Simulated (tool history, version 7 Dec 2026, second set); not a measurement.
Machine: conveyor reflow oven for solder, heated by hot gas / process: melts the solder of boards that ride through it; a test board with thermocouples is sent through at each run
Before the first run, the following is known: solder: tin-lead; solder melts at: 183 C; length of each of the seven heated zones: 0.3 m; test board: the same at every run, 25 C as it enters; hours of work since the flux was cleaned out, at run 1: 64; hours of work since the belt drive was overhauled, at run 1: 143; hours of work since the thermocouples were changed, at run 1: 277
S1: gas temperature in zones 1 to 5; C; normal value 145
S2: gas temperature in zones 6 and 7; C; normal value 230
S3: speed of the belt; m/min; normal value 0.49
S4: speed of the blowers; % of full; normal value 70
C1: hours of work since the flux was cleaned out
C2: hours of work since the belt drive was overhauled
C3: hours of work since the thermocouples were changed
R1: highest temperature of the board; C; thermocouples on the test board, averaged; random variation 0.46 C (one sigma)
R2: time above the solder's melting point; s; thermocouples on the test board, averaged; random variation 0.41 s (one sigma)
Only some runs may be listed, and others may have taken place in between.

Run 1, hour 0: usual settings; C1 64; C2 143; C3 277. Result: R1 216 C, R2 56.4 s.
Run 2, hour 15: usual settings; C1 72; C2 151; C3 285. Result: R1 214.8 C, R2 56.9 s.
Run 3, hour 24.7: usual settings but S2 232 C; C1 77; C2 156; C3 290. Result: R1 216.9 C, R2 57.8 s.
Run 4, hour 36.9: usual settings; C1 84; C2 162; C3 297. Result: R1 215.4 C, R2 56 s.
Run 5, hour 44.3: usual settings; C1 87; C2 166; C3 301. Result: R1 214.8 C, R2 56.3 s.
Run 6, hour 53: usual settings but S3 0.436 m/min; C1 92; C2 171; C3 305. Result: R1 218 C, R2 66.5 s.
Run 7, hour 67.7: usual settings but S3 0.436 m/min; C1 100; C2 178; C3 313. Result: R1 217.5 C, R2 66.4 s.
Run 8, hour 74.9: usual settings; C1 104; C2 182; C3 317. Result: R1 214.9 C, R2 56 s.
Run 9, hour 88.5: usual settings; C1 111; C2 189; C3 324. Result: R1 215.2 C, R2 56.8 s.
Run 10, hour 100.3: usual settings but S3 0.432 m/min; C1 117; C2 196; C3 330. Result: R1 217.9 C, R2 67.6 s.
Run 11, hour 111.3: usual settings but S2 239 C, S3 0.421 m/min, S4 67 % of full; C1 123; C2 201; C3 336. Result: R1 225.3 C, R2 74.9 s.
Run 12, hour 120.1: usual settings but S1 144 C, S2 238 C, S3 0.421 m/min, S4 67 % of full; C1 127; C2 206; C3 341. Result: R1 225.8 C, R2 73.7 s.
Run 13, hour 127.1: usual settings but S1 146 C, S4 56 % of full; C1 131; C2 210; C3 344. Result: R1 212.2 C, R2 54.5 s.

For run 14, what comes out?
Run 14, hour 138.3: usual settings but S2 227 C, S4 58 % of full; C1 137; C2 215; C3 350. Result: R1 ?, R2 ?.

Run 14 gave R1 211 C, R2 51.7 s.
If the tool had no hidden condition, the same run with the same run-to-run variation would have returned R1 213.3 C, R2 53.8 s.
